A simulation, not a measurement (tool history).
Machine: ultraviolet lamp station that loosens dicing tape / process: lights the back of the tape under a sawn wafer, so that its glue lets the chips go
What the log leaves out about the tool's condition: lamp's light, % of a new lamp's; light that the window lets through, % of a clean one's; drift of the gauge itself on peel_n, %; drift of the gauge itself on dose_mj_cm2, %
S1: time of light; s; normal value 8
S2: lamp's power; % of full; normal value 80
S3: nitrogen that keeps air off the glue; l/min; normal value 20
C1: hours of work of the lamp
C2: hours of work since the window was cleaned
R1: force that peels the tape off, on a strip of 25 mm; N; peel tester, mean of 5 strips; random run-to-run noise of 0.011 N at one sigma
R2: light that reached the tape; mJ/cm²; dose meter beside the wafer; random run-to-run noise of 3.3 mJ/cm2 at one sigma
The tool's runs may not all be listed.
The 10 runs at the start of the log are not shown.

Run 11, day 21.700: usual settings; C1 533; C2 324. Result: R1 0.873 N, R2 408 mJ/cm².
Run 12, day 23.688: usual settings; C1 557; C2 347. Result: R1 0.895 N, R2 408 mJ/cm².
Run 13, day 26.525: usual settings; C1 590; C2 381. Result: R1 0.933 N, R2 395 mJ/cm².
Run 14, day 29.875: usual settings; C1 630; C2 421. Result: R1 0.988 N, R2 391 mJ/cm².
Run 15, day 33.062: usual settings; C1 668; C2 459. Result: R1 1.013 N, R2 378 mJ/cm².
Run 16, day 35.517: usual settings; C1 697; C2 488. Result: R1 1.097 N, R2 367 mJ/cm².
Run 17, day 37.704: usual settings; C1 723; C2 514. Result: R1 1.133 N, R2 365 mJ/cm².
Run 18, day 39.250: usual settings; C1 742; C2 533. Result: R1 1.171 N, R2 366 mJ/cm².
Run 19, day 41.750: usual settings but S2 96 % of full; C1 771; C2 562. Result: R1 0.790 N, R2 427 mJ/cm².
Run 20, day 44.212: usual settings but S2 96 % of full; C1 801; C2 592. Result: R1 0.825 N, R2 420 mJ/cm².
Run 21, day 46.017: usual settings but S2 96 % of full; C1 822; C2 613. Result: R1 0.848 N, R2 422 mJ/cm².
At day 48.138: window cleaned of glue's vapour.
Run 22, day 48.829: usual settings but S2 96 % of full; C1 855; C2 8. Result: R1 0.635 N, R2 472 mJ/cm².
Run 23, day 50.671: usual settings but S1 9 s, S2 96 % of full, S3 7 l/min; C1 877; C2 30. Result: R1 0.801 N, R2 522 mJ/cm².
Run 24, day 53.738: usual settings but S1 9 s, S2 96 % of full, S3 7 l/min; C1 914; C2 67. Result: R1 0.878 N, R2 513 mJ/cm².
Run 25, day 55.358: usual settings but S2 86 % of full, S3 7 l/min; C1 933; C2 86. Result: R1 1.528 N, R2 401 mJ/cm².
Run 26, day 58.392: usual settings but S2 86 % of full, S3 7 l/min; C1 969; C2 122. Result: R1 1.536 N, R2 393 mJ/cm².
Run 27, day 60.317: usual settings but S1 10 s, S2 82 % of full, S3 33 l/min; C1 992; C2 145. Result: R1 0.536 N, R2 460 mJ/cm².
Run 28, day 62.783: usual settings but S1 14 s, S2 81 % of full; C1 1021; C2 174. Result: R1 0.289 N, R2 629 mJ/cm².
Run 29, day 64.792: usual settings but S1 14 s, S2 81 % of full; C1 1045; C2 198. Result: R1 0.291 N, R2 626 mJ/cm².
Run 30, day 67.671: usual settings but S1 14 s, S2 81 % of full; C1 1080; C2 232. Result: R1 0.306 N, R2 603 mJ/cm².
At day 70.154: lamp changed.
Run 31, day 70.942: usual settings but S1 7 s, S2 72 % of full, S3 11 l/min; C1 9; C2 271. Result: R1 1.363 N, R2 374 mJ/cm².
Run 32, day 72.979: usual settings but S1 16 s, S2 93 % of full, S3 16 l/min; C1 34; C2 295. Result: R1 0.083 N, R2 1100 mJ/cm².
Run 33, day 74.800: usual settings but S1 11 s, S2 93 % of full, S3 34 l/min; C1 55; C2 317. Result: R1 0.135 N, R2 739 mJ/cm².

Below are 4 alternative next runs, each starting from the tool's condition after run 33. Predict each:
Run A, day 78.117: usual settings but S1 4 s; C1 95; C2 356. Result: R1 ?, R2 ?.
Run B, day 78.117: usual settings but S1 11 s, S2 93 % of full, S3 15 l/min; C1 95; C2 356. Result: R1 ?, R2 ?.
Run C, day 78.117: usual settings but S1 11 s, S2 81 % of full, S3 34 l/min; C1 95; C2 356. Result: R1 ?, R2 ?.
Run D, day 78.117: usual settings but S1 11 s, S2 72 % of full, S3 14 l/min; C1 95; C2 356. Result: R1 ?, R2 ?.

run     R1   R2
  A  2.501  227
  B  0.221  729
  C  0.214  627
  D  0.446  562
Stripped of hidden state, with their random variation kept, the same runs would have yielded:
run     R1   R2
  A  2.058  260
  B  0.154  833
  C  0.149  718
  D  0.302  643

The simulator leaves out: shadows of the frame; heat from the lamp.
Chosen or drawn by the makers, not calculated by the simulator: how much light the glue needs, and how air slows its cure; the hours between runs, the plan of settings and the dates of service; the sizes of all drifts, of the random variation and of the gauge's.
